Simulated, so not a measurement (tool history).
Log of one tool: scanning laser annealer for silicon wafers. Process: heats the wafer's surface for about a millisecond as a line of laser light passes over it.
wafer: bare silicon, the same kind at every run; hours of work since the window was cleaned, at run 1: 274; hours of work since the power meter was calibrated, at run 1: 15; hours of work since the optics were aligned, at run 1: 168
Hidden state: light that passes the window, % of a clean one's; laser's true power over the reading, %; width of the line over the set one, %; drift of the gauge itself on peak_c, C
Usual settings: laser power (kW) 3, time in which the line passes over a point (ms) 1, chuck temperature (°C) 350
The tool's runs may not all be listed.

run     day  laser power (kW)  time in which the line passes over a point (ms)  chuck temperature (°C)  hours of work since the window was cleaned  hours of work since the power meter was calibrated  hours of work since the optics were aligned  highest temperature of the surface (°C)
  1       0                 3                                                1                     350                                         274                                                  15                                          168                                     1173
  2   0.658                 3                                                1                     320                                         283                                                  24                                          177                                     1143
  3   1.579                 3                                                1                     320                                         296                                                  36                                          190                                     1142
  4   2.858                 3                                                1                     350                                         314                                                  54                                          207                                     1171
  5   3.683                 3                                                1                     350                                         325                                                  65                                          219                                     1171
  6   4.888                 3                                                1                     350                                         342                                                  82                                          235                                     1170
      5.183  -- optics aligned, line set to its width
  7   5.933                 3                                                1                     350                                         353                                                  93                                           10                                     1171
  8   7.362                 3                                                1                     350                                         373                                                 113                                           30                                     1171
  9   8.342                 3                                                1                     350                                         386                                                 127                                           44                                     1171
 10   9.104                 3                                                1                     350                                         397                                                 137                                           54                                     1166
 11   9.971             2.796                                                1                     345                                         409                                                 149                                           66                                     1095
 12   11.35             3.234                                                1                     350                                         428                                                 168                                           85                                     1257
 13    12.4             3.234                                                1                     350                                         442                                                 183                                          100                                     1255
       13.2  -- optics aligned, line set to its width, once more
 14  13.879             3.234                                                1                     350                                         460                                                 200                                            9                                     1259

Run 15 comes next. What will it give?
 15  15.096             2.879                                                1                     322                                         477                                                 217                                           26                                        ?

Run 15 gave highest temperature of the surface (°C) 1100.
Without the tool's hidden state the same run would have given highest temperature of the surface (°C) 1112.
